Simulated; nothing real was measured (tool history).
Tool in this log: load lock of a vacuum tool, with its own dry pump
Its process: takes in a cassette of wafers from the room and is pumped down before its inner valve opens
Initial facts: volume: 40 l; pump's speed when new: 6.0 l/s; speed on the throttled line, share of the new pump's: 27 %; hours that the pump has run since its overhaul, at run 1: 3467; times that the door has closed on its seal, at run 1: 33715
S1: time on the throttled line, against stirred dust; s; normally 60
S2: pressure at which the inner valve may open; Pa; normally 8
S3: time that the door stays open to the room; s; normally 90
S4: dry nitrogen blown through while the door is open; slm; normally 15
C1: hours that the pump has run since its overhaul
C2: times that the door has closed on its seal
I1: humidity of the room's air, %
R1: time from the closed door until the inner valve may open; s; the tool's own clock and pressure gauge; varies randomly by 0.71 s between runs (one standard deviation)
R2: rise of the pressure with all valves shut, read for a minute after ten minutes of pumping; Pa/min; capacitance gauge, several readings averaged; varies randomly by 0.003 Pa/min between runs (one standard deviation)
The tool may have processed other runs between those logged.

{"run": 1, "hour": 0.0, "S1": 60, "S2": 8, "S3": 90, "S4": 15, "C1": 3467, "C2": 33715, "I1": 47.3, "R1": 109, "R2": 0.281}
{"run": 2, "hour": 236.7, "S1": 60, "S2": 8, "S3": 90, "S4": 15, "C1": 3704, "C2": 34539, "I1": 43, "R1": 109.2, "R2": 0.286}
{"run": 3, "hour": 503.2, "S1": 60, "S2": 8, "S3": 90, "S4": 15, "C1": 3970, "C2": 35467, "I1": 44.1, "R1": 109.1, "R2": 0.3}
{"run": 4, "hour": 814.9, "S1": 30, "S2": 8, "S3": 90, "S4": 15, "C1": 4282, "C2": 36552, "I1": 46.8, "R1": 85.3, "R2": 0.318}
{"run": 5, "hour": 998.3, "S1": 30, "S2": 8, "S3": 90, "S4": 15, "C1": 4465, "C2": 37191, "I1": 45.8, "R1": 86.7, "R2": 0.324}
{"run": 6, "hour": 1184.6, "S1": 30, "S2": 8, "S3": 90, "S4": 15, "C1": 4652, "C2": 37840, "I1": 44.5, "R1": 88.1, "R2": 0.32}
{"run": 7, "hour": 1498.2, "S1": 30, "S2": 8, "S3": 90, "S4": 15, "C1": 4965, "C2": 38932, "I1": 48.6, "R1": 87.8, "R2": 0.347}
{"run": 8, "hour": 1802.1, "S1": 30, "S2": 8, "S3": 90, "S4": 15, "C1": 5269, "C2": 39990, "I1": 40.2, "R1": 87.3, "R2": 0.349}
{"run": 9, "hour": 2066.6, "S1": 60, "S2": 8, "S3": 90, "S4": 5, "C1": 5534, "C2": 40911, "I1": 45.6, "R1": 108.5, "R2": 0.379}
{"run": 10, "hour": 2271.3, "S1": 60, "S2": 8, "S3": 90, "S4": 5, "C1": 5739, "C2": 41624, "I1": 45.6, "R1": 109.9, "R2": 0.385}
{"run": 11, "hour": 2438.1, "S1": 60, "S2": 8, "S3": 90, "S4": 15, "C1": 5905, "C2": 42204, "I1": 43.6, "R1": 109.5, "R2": 0.384}
{"run": 12, "hour": 2598.6, "S1": 60, "S2": 8, "S3": 90, "S4": 15, "C1": 6066, "C2": 42763, "I1": 46.2, "R1": 108.7, "R2": 0.386}
{"run": 13, "hour": 2830.4, "S1": 60, "S2": 8, "S3": 90, "S4": 15, "C1": 6298, "C2": 43571, "I1": 46.5, "R1": 109.8, "R2": 0.392}
{"run": 14, "hour": 3085.6, "S1": 88, "S2": 8, "S3": 90, "S4": 15, "C1": 6553, "C2": 44459, "I1": 45.7, "R1": 129.3, "R2": 0.397}
{"run": 15, "hour": 3335.6, "S1": 88, "S2": 8, "S3": 90, "S4": 15, "C1": 6803, "C2": 45330, "I1": 47.9, "R1": 131.1, "R2": 0.417}
{"run": 16, "hour": 3587.9, "S1": 60, "S2": 8, "S3": 90, "S4": 15, "C1": 7055, "C2": 46208, "I1": 44, "R1": 109.4, "R2": 0.428}
{"run": 17, "hour": 3851.8, "S1": 60, "S2": 8, "S3": 90, "S4": 15, "C1": 7319, "C2": 47127, "I1": 43.1, "R1": 111.4, "R2": 0.429}
{"run": 18, "hour": 4114.5, "S1": 60, "S2": 8, "S3": 90, "S4": 15, "C1": 7582, "C2": 48042, "I1": 47.6, "R1": 110.6, "R2": 0.466}
{"run": 19, "hour": 4273.7, "S1": 66, "S2": 8, "S3": 61, "S4": 15, "C1": 7741, "C2": 48596, "I1": 46.5, "R1": 114.4, "R2": 0.454}
{"run": 20, "hour": 4508.2, "S1": 66, "S2": 8, "S3": 61, "S4": 15, "C1": 7975, "C2": 49413, "I1": 45.1, "R1": 115.2, "R2": 0.465}
{"run": 21, "hour": 4666.3, "S1": 66, "S2": 8, "S3": 61, "S4": 15, "C1": 8133, "C2": 49963, "I1": 45.8, "R1": 114.7, "R2": 0.469}
{"run": 22, "hour": 4842.6, "S1": 60, "S2": 13, "S3": 169, "S4": 15, "C1": 8310, "C2": 50577, "I1": 43.7, "R1": 108.4, "R2": 0.497}
{"run": 23, "hour": 5065.5, "S1": 60, "S2": 8, "S3": 52, "S4": 5, "C1": 8533, "C2": 51353, "I1": 47, "R1": 111.7, "R2": 0.5}
{"run": 24, "hour": 5221.5, "S1": 31, "S2": 6, "S3": 178, "S4": 9, "C1": 8689, "C2": 51896, "I1": 41.6, "R1": 92.4, "R2": 0.513}
{"run": 25, "hour": 5405.1, "S1": 35, "S2": 7, "S3": 74, "S4": 4, "C1": 8872, "C2": 52535, "I1": 48.6, "R1": 95.8, "R2": 0.533}
{"run": 26, "hour": 5623.8, "S1": 33, "S2": 7, "S3": 74, "S4": 4, "C1": 9091, "C2": 53297, "I1": 44.4, "R1": 91.8, "R2": 0.54}
{"run": 27, "hour": 5847.5, "S1": 33, "S2": 14, "S3": 74, "S4": 20, "C1": 9315, "C2": 54076, "I1": 46.4, "R1": 88.9, "R2": 0.519}
{"run": 28, "hour": 6024.0, "S1": 33, "S2": 14, "S3": 74, "S4": 9, "C1": 9491, "C2": 54690, "I1": 46.1, "R1": 86.5, "R2": 0.551}
{"run": 29, "hour": 6229.3, "S1": 36, "S2": 14, "S3": 74, "S4": 8, "C1": 9696, "C2": 55405, "I1": 47.8, "R1": 90.7, "R2": 0.556}
{"run": 30, "hour": 6403.2, "S1": 110, "S2": 8, "S3": 56, "S4": 24, "C1": 9870, "C2": 56011, "I1": 42.6, "R1": 147.6, "R2": 0.548}
{"run": 31, "hour": 6703.5, "S1": 110, "S2": 8, "S3": 56, "S4": 24, "C1": 10171, "C2": 57057, "I1": 45, "R1": 147.2, "R2": 0.561}
{"run": 32, "hour": 6901.3, "S1": 60, "S2": 8, "S3": 90, "S4": 15, "C1": 10368, "C2": 57745, "I1": 43.4, "R1": 113.4, "R2": 0.592}
{"run": 33, "hour": 7118.3, "S1": 68, "S2": 16, "S3": 49, "S4": 15, "C1": 10585, "C2": 58501, "I1": 43.2, "R1": 112.4, "R2": 0.595}
{"run": 34, "hour": 7383.7, "S1": 100, "S2": 15, "S3": 90, "S4": 15, "C1": 10851, "C2": 59425, "I1": 43.2, "R1": 135.9, "R2": 0.609}
{"run": 35, "hour": 7647.1, "S1": 33, "S2": 15, "S3": 34, "S4": 16, "C1": 11114, "C2": 60342, "I1": 51.1, "R1": 90.1, "R2": 0.616}
{"run": 36, "hour": 7830.3, "S1": 60, "S2": 12, "S3": 90, "S4": 18, "C1": 11297, "C2": 60980, "I1": 45.5, "R1": 110.4, "R2": 0.633}

What if the next run were any one of these 5? Each begins from the tool's condition after run 36:
{"run": "A", "hour": 8113.7, "S1": 53, "S2": 12, "S3": 181, "S4": 18, "C1": 11581, "C2": 61967, "I1": 45.6, "R1": "?", "R2": "?"}
{"run": "B", "hour": 8113.7, "S1": 60, "S2": 15, "S3": 90, "S4": 15, "C1": 11581, "C2": 61967, "I1": 45.5, "R1": "?", "R2": "?"}
{"run": "C", "hour": 8113.7, "S1": 60, "S2": 15, "S3": 45, "S4": 18, "C1": 11581, "C2": 61967, "I1": 49.8, "R1": "?", "R2": "?"}
{"run": "D", "hour": 8113.7, "S1": 60, "S2": 7, "S3": 33, "S4": 9, "C1": 11581, "C2": 61967, "I1": 46.6, "R1": "?", "R2": "?"}
{"run": "E", "hour": 8113.7, "S1": 60, "S2": 8, "S3": 90, "S4": 9, "C1": 11581, "C2": 61967, "I1": 45.4, "R1": "?", "R2": "?"}

run=A R1=103.2 R2=0.676
run=B R1=106.8 R2=0.65
run=C R1=108.4 R2=0.641
run=D R1=113.5 R2=0.645
run=E R1=112.7 R2=0.67
The same runs, with their run-to-run variation unchanged, on a tool lacking any hidden condition would have given:
run=A R1=98.1 R2=0.06
run=B R1=102.1 R2=0.045
run=C R1=103.6 R2=0.032
run=D R1=108.1 R2=0.033
run=E R1=107.3 R2=0.055
